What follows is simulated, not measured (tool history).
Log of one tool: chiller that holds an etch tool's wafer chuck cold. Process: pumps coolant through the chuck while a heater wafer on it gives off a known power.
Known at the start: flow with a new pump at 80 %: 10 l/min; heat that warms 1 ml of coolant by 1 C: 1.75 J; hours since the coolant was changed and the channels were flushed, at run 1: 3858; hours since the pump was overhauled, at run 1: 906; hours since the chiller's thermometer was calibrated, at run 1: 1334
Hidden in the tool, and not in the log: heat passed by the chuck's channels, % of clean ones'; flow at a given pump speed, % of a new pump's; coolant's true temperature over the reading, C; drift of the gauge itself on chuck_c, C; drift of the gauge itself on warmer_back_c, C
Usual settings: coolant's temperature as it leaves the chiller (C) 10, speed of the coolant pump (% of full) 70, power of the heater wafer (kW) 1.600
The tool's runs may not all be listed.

run	hour	coolant's temperature as it leaves the chiller (C)	speed of the coolant pump (% of full)	power of the heater wafer (kW)	hours since the coolant was changed and the channels were flushed	hours since the pump was overhauled	hours since the chiller's thermometer was calibrated	chuck's temperature once it has settled (K)	how much warmer the coolant comes back (C)
1	0.0	10	70	1.600	3858	906	1334	302.35	6.32
2	89.3	10	70	1.600	3947	995	1424	302.25	6.38
3	256.1	10	70	1.600	4114	1162	1591	302.45	6.38
4	407.3	10	70	1.600	4266	1313	1742	302.55	6.39
5	530.2	10	68	1.600	4388	1436	1865	302.75	6.57
6	688.3	10	68	1.600	4546	1594	2023	303.05	6.61
7	820.8	10	64	1.600	4679	1726	2155	303.95	7.04
8	956.6	10	64	1.600	4815	1862	2291	303.75	7.10
9	1078.6	10	64	1.600	4937	1984	2413	303.95	7.05
10	1180.5	10	73	1.600	5039	2086	2515	301.75	6.11

Run 11 comes next. What will it give?
11	1258.4	11	70	1.600	5117	2164	2593	?	?

{"run 11": {"chuck's temperature once it has settled (K)": 303.25, "how much warmer the coolant comes back (C)": 6.4}}
Without the tool's hidden state the same run would have given chuck's temperature once it has settled (K) 303.25, how much warmer the coolant comes back (C) 6.40.
